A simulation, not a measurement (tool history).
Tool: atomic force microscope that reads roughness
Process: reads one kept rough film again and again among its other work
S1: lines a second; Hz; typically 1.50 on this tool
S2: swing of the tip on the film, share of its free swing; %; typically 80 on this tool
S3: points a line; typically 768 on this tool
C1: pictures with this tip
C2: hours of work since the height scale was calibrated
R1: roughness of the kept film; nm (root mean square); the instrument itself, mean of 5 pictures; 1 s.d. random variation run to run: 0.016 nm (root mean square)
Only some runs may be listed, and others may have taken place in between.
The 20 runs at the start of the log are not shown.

-- hour=1064.3 new tip fitted
run 21 hour=1115.9 | S1=2.63 S2=69 S3=768 | C1=70 C2=96 | R1=3.487
run 22 hour=1162.2 | S1=1.86 S2=69 S3=919 | C1=133 C2=129 | R1=3.268
run 23 hour=1193.8 | S1=0.61 S2=80 S3=735 | C1=176 C2=152 | R1=3.204
run 24 hour=1225.2 | S1=0.61 S2=80 S3=735 | C1=219 C2=175 | R1=3.076
-- hour=1271.4 new tip fitted
run 25 hour=1287.5 | S1=2.62 S2=87 S3=788 | C1=21 C2=220 | R1=3.388
run 26 hour=1338.5 | S1=1.31 S2=73 S3=659 | C1=91 C2=258 | R1=3.410
run 27 hour=1398.9 | S1=1.76 S2=73 S3=317 | C1=173 C2=302 | R1=3.040
run 28 hour=1443.2 | S1=3.54 S2=64 S3=327 | C1=233 C2=334 | R1=2.840
run 29 hour=1475.0 | S1=3.54 S2=64 S3=327 | C1=276 C2=357 | R1=2.726
-- hour=1478.8 new tip fitted
run 30 hour=1514.6 | S1=3.54 S2=64 S3=327 | C1=49 C2=386 | R1=3.534

4 ways to go on from here, each from the tool as it stands after run 30. What would each give?
run A hour=1566.4 | S1=1.21 S2=64 S3=327 | C1=119 C2=424 | R1=?
run B hour=1566.4 | S1=0.60 S2=65 S3=273 | C1=119 C2=424 | R1=?
run C hour=1566.4 | S1=1.50 S2=65 S3=963 | C1=119 C2=424 | R1=?
run D hour=1566.4 | S1=1.45 S2=61 S3=387 | C1=119 C2=424 | R1=?

run=A R1=3.366
run=B R1=3.394
run=C R1=3.325
run=D R1=3.363
Without the tool's hidden state the same runs would have given:
run=A R1=3.942
run=B R1=3.974
run=C R1=3.895
run=D R1=3.938

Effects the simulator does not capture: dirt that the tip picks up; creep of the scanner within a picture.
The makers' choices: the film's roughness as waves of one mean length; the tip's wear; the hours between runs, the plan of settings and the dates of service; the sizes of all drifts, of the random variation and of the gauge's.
